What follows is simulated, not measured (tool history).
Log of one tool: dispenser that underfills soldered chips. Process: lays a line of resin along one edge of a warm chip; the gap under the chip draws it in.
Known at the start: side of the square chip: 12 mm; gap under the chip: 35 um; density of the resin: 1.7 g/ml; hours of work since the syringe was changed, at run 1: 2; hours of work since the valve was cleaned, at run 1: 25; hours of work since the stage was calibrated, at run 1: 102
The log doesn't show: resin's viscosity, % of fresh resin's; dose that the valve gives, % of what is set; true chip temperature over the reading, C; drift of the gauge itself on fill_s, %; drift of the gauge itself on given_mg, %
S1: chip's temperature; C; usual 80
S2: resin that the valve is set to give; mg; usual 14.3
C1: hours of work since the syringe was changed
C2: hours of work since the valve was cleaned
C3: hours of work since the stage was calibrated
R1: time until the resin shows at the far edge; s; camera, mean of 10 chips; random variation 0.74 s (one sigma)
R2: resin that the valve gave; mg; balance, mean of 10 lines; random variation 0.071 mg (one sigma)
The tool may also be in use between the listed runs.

run  hour  S1    S2  C1  C2   C3     R1     R2
  1   0.0  80  14.3   2  25  102   78.4  14.13
  2   4.4  80  14.3   6  28  105   98.7  14.11
      5.7  -- new syringe of resin
  3  11.0  80  14.3   4  33  110   87.2  14.02
  4  14.1  80  14.3   6  35  112  102.3  14.00
     15.0  -- new syringe of resin
  5  18.8  80  14.3   3  38  115   79.5  14.09
  6  22.4  83  14.3   5  40  118   84.8  13.90
     24.2  -- new syringe of resin
  7  28.4  80  12.6   3  44  122   83.7  12.25
     33.2  -- new syringe of resin
  8  34.4  80  12.6   1  48  126   72.8  12.23

The next listed run, before its measurement:
  9  40.4  91  13.0   5  53  130   ?   ?

Run 9 gave R1 61.4 s, R2 12.50 mg.
Without the tool's hidden state the same run would have given R1 42.6 s, R2 12.90 mg.
